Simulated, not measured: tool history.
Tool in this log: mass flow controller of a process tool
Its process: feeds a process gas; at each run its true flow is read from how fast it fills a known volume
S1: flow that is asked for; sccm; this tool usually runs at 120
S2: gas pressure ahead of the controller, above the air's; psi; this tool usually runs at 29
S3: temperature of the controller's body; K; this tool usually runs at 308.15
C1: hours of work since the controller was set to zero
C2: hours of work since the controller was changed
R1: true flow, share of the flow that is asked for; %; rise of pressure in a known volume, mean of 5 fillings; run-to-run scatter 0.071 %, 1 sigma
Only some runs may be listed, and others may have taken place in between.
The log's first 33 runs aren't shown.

run    hour   S1    S2      S3    C1    C2     R1
 34  4379.2   32  39.3  312.15  1108  3816  97.23
 35  4513.6   32  39.3  312.15  1195  3903  97.25
 36    4611  136  22.8  308.15  1258  3966  98.46
 37  4791.7   53  37.9  298.15  1375  4083  96.32
 38  4970.2   53  37.9  298.15  1491  4199  96.32
 39    5161   72  31.2  308.15  1615  4323  97.34
 40    5267   83  37.9  295.15  1683  4391  96.47
 41  5363.6   83  37.9  295.15  1746  4454  96.49
 42  5546.8   65  40.3  309.15  1864  4573  97.69
 43  5728.3  156    29  295.15  1982  4690  97.36
 44  5910.3  104  21.2  298.15  2100  4808  96.29
 45  6007.2   80  21.2  298.15  2163  4871  95.65
 46  6099.4   77  24.7  295.15  2223  4931  95.62
 47  6247.9  120  26.1  303.15  2319  5027  97.35

Forecast each of these 5 alternatives for the next run:
  A  6332.7  106  29.9  300.15  2374  5082   ?
  B  6332.7  120  35.1  303.15  2374  5082   ?
  C  6332.7   20  34.7  306.15  2374  5082   ?
  D  6332.7  120  21.2  303.15  2374  5082   ?
  E  6332.7  120  37.6  303.15  2374  5082   ?

run     R1
  A  96.84
  B  97.59
  C   93.3
  D  96.94
  E  97.75
Take away the tool's hidden state, keep each run's random variation, and the runs would have read:
run     R1
  A  98.75
  B  99.41
  C  98.13
  D  98.77
  E  99.58
